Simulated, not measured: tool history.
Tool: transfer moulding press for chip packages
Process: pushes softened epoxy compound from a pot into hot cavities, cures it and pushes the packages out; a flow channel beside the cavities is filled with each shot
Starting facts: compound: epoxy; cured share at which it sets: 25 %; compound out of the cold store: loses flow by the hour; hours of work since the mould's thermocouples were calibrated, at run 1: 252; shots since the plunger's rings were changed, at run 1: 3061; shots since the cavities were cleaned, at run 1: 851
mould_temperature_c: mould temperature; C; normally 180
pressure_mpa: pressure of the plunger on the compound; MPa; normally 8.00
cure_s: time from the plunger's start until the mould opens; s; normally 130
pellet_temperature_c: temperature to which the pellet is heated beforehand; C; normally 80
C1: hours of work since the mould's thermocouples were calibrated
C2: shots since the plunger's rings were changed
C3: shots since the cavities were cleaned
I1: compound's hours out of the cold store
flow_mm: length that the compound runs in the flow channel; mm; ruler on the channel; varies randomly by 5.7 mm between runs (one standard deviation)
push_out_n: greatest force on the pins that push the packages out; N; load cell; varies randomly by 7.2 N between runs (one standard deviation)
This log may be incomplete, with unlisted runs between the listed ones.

{"run": 1, "hour": 0.0, "mould_temperature_c": 180, "pressure_mpa": 8.0, "cure_s": 130, "pellet_temperature_c": 80, "C1": 252, "C2": 3061, "C3": 851, "I1": 27.4, "flow_mm": 632, "push_out_n": 488}
{"run": 2, "hour": 26.4, "mould_temperature_c": 180, "pressure_mpa": 8.0, "cure_s": 130, "pellet_temperature_c": 80, "C1": 266, "C2": 3272, "C3": 1062, "I1": 26.8, "flow_mm": 631, "push_out_n": 509}
{"hour": 34.5, "done": "cavities cleaned with cleaning compound and waxed"}
{"run": 3, "hour": 54.9, "mould_temperature_c": 180, "pressure_mpa": 8.0, "cure_s": 130, "pellet_temperature_c": 80, "C1": 282, "C2": 3488, "C3": 163, "I1": 38.0, "flow_mm": 585, "push_out_n": 377}
{"run": 4, "hour": 79.6, "mould_temperature_c": 180, "pressure_mpa": 8.0, "cure_s": 130, "pellet_temperature_c": 80, "C1": 296, "C2": 3685, "C3": 360, "I1": 26.8, "flow_mm": 634, "push_out_n": 460}
{"run": 5, "hour": 111.2, "mould_temperature_c": 180, "pressure_mpa": 8.0, "cure_s": 130, "pellet_temperature_c": 80, "C1": 313, "C2": 3938, "C3": 613, "I1": 43.2, "flow_mm": 561, "push_out_n": 447}
{"run": 6, "hour": 126.7, "mould_temperature_c": 180, "pressure_mpa": 8.0, "cure_s": 130, "pellet_temperature_c": 80, "C1": 322, "C2": 4062, "C3": 737, "I1": 21.3, "flow_mm": 644, "push_out_n": 503}
{"run": 7, "hour": 150.5, "mould_temperature_c": 180, "pressure_mpa": 8.0, "cure_s": 130, "pellet_temperature_c": 80, "C1": 336, "C2": 4251, "C3": 926, "I1": 18.7, "flow_mm": 651, "push_out_n": 512}
{"hour": 175.7, "done": "cavities cleaned with cleaning compound and waxed"}
{"run": 8, "hour": 180.9, "mould_temperature_c": 172, "pressure_mpa": 8.0, "cure_s": 130, "pellet_temperature_c": 80, "C1": 352, "C2": 4483, "C3": 42, "I1": 16.5, "flow_mm": 691, "push_out_n": 635}
{"run": 9, "hour": 208.1, "mould_temperature_c": 172, "pressure_mpa": 8.0, "cure_s": 130, "pellet_temperature_c": 80, "C1": 367, "C2": 4699, "C3": 258, "I1": 43.6, "flow_mm": 578, "push_out_n": 683}
{"run": 10, "hour": 224.8, "mould_temperature_c": 172, "pressure_mpa": 8.0, "cure_s": 130, "pellet_temperature_c": 80, "C1": 377, "C2": 4833, "C3": 392, "I1": 45.0, "flow_mm": 561, "push_out_n": 715}
{"run": 11, "hour": 240.6, "mould_temperature_c": 172, "pressure_mpa": 8.0, "cure_s": 130, "pellet_temperature_c": 80, "C1": 386, "C2": 4959, "C3": 518, "I1": 15.4, "flow_mm": 688, "push_out_n": 845}
{"run": 12, "hour": 260.2, "mould_temperature_c": 172, "pressure_mpa": 8.0, "cure_s": 130, "pellet_temperature_c": 80, "C1": 397, "C2": 5116, "C3": 675, "I1": 22.9, "flow_mm": 654, "push_out_n": 871}
{"run": 13, "hour": 276.6, "mould_temperature_c": 180, "pressure_mpa": 8.0, "cure_s": 130, "pellet_temperature_c": 80, "C1": 406, "C2": 5247, "C3": 806, "I1": 32.9, "flow_mm": 576, "push_out_n": 482}
{"run": 14, "hour": 301.6, "mould_temperature_c": 180, "pressure_mpa": 8.0, "cure_s": 130, "pellet_temperature_c": 80, "C1": 420, "C2": 5447, "C3": 1006, "I1": 36.1, "flow_mm": 570, "push_out_n": 513}
{"hour": 317.4, "done": "cavities cleaned with cleaning compound and waxed"}
{"run": 15, "hour": 323.6, "mould_temperature_c": 180, "pressure_mpa": 8.0, "cure_s": 130, "pellet_temperature_c": 80, "C1": 432, "C2": 5611, "C3": 50, "I1": 47.8, "flow_mm": 528, "push_out_n": 328}
{"run": 16, "hour": 343.7, "mould_temperature_c": 180, "pressure_mpa": 9.42, "cure_s": 130, "pellet_temperature_c": 80, "C1": 443, "C2": 5771, "C3": 210, "I1": 47.8, "flow_mm": 579, "push_out_n": 391}
{"run": 17, "hour": 357.5, "mould_temperature_c": 180, "pressure_mpa": 8.0, "cure_s": 134, "pellet_temperature_c": 80, "C1": 451, "C2": 5881, "C3": 320, "I1": 26.5, "flow_mm": 602, "push_out_n": 400}
{"run": 18, "hour": 372.4, "mould_temperature_c": 180, "pressure_mpa": 7.22, "cure_s": 134, "pellet_temperature_c": 77, "C1": 459, "C2": 6000, "C3": 439, "I1": 25.7, "flow_mm": 577, "push_out_n": 461}
{"run": 19, "hour": 396.9, "mould_temperature_c": 180, "pressure_mpa": 7.22, "cure_s": 158, "pellet_temperature_c": 82, "C1": 473, "C2": 6196, "C3": 635, "I1": 41.0, "flow_mm": 526, "push_out_n": 378}
{"hour": 415.9, "done": "plunger's sealing rings changed"}
{"run": 20, "hour": 418.1, "mould_temperature_c": 183, "pressure_mpa": 8.0, "cure_s": 123, "pellet_temperature_c": 86, "C1": 484, "C2": 18, "C3": 785, "I1": 42.9, "flow_mm": 579, "push_out_n": 461}
{"run": 21, "hour": 440.2, "mould_temperature_c": 180, "pressure_mpa": 6.1, "cure_s": 130, "pellet_temperature_c": 80, "C1": 496, "C2": 194, "C3": 961, "I1": 33.8, "flow_mm": 541, "push_out_n": 497}
{"hour": 462.1, "done": "cavities cleaned with cleaning compound and waxed"}
{"run": 22, "hour": 470.9, "mould_temperature_c": 176, "pressure_mpa": 9.28, "cure_s": 130, "pellet_temperature_c": 73, "C1": 512, "C2": 427, "C3": 70, "I1": 47.9, "flow_mm": 623, "push_out_n": 446}
{"run": 23, "hour": 495.5, "mould_temperature_c": 176, "pressure_mpa": 9.28, "cure_s": 130, "pellet_temperature_c": 73, "C1": 526, "C2": 624, "C3": 267, "I1": 10.8, "flow_mm": 794, "push_out_n": 601}
{"run": 24, "hour": 520.0, "mould_temperature_c": 176, "pressure_mpa": 9.28, "cure_s": 130, "pellet_temperature_c": 73, "C1": 540, "C2": 820, "C3": 463, "I1": 14.7, "flow_mm": 779, "push_out_n": 653}
{"run": 25, "hour": 537.6, "mould_temperature_c": 180, "pressure_mpa": 6.54, "cure_s": 130, "pellet_temperature_c": 83, "C1": 550, "C2": 960, "C3": 603, "I1": 9.6, "flow_mm": 671, "push_out_n": 526}
{"run": 26, "hour": 565.2, "mould_temperature_c": 180, "pressure_mpa": 6.54, "cure_s": 130, "pellet_temperature_c": 83, "C1": 566, "C2": 1181, "C3": 824, "I1": 46.2, "flow_mm": 515, "push_out_n": 484}
{"run": 27, "hour": 591.2, "mould_temperature_c": 183, "pressure_mpa": 9.95, "cure_s": 130, "pellet_temperature_c": 80, "C1": 580, "C2": 1388, "C3": 1031, "I1": 31.1, "flow_mm": 691, "push_out_n": 451}
{"hour": 603.3, "done": "cavities cleaned with cleaning compound and waxed"}
{"run": 28, "hour": 610.6, "mould_temperature_c": 177, "pressure_mpa": 6.15, "cure_s": 160, "pellet_temperature_c": 89, "C1": 590, "C2": 1532, "C3": 59, "I1": 11.4, "flow_mm": 628, "push_out_n": 315}
{"run": 29, "hour": 629.1, "mould_temperature_c": 185, "pressure_mpa": 8.0, "cure_s": 117, "pellet_temperature_c": 80, "C1": 601, "C2": 1679, "C3": 206, "I1": 18.9, "flow_mm": 668, "push_out_n": 364}
{"run": 30, "hour": 660.0, "mould_temperature_c": 180, "pressure_mpa": 8.1, "cure_s": 130, "pellet_temperature_c": 80, "C1": 618, "C2": 1926, "C3": 453, "I1": 28.1, "flow_mm": 646, "push_out_n": 485}

Below are 3 alternative next runs, each starting from the tool's condition after run 30. Predict each:
{"run": "A", "hour": 674.9, "mould_temperature_c": 179, "pressure_mpa": 8.1, "cure_s": 167, "pellet_temperature_c": 80, "C1": 627, "C2": 2045, "C3": 572, "I1": 21.5, "flow_mm": "?", "push_out_n": "?"}
{"run": "B", "hour": 674.9, "mould_temperature_c": 180, "pressure_mpa": 7.64, "cure_s": 146, "pellet_temperature_c": 80, "C1": 627, "C2": 2045, "C3": 572, "I1": 19.8, "flow_mm": "?", "push_out_n": "?"}
{"run": "C", "hour": 674.9, "mould_temperature_c": 185, "pressure_mpa": 8.41, "cure_s": 130, "pellet_temperature_c": 80, "C1": 627, "C2": 2045, "C3": 572, "I1": 32.5, "flow_mm": "?", "push_out_n": "?"}

run=A flow_mm=664 push_out_n=377
run=B flow_mm=656 push_out_n=429
run=C flow_mm=630 push_out_n=386
Without the tool's unlogged condition, the same runs would have read:
run=A flow_mm=679 push_out_n=246
run=B flow_mm=671 push_out_n=278
run=C flow_mm=644 push_out_n=250
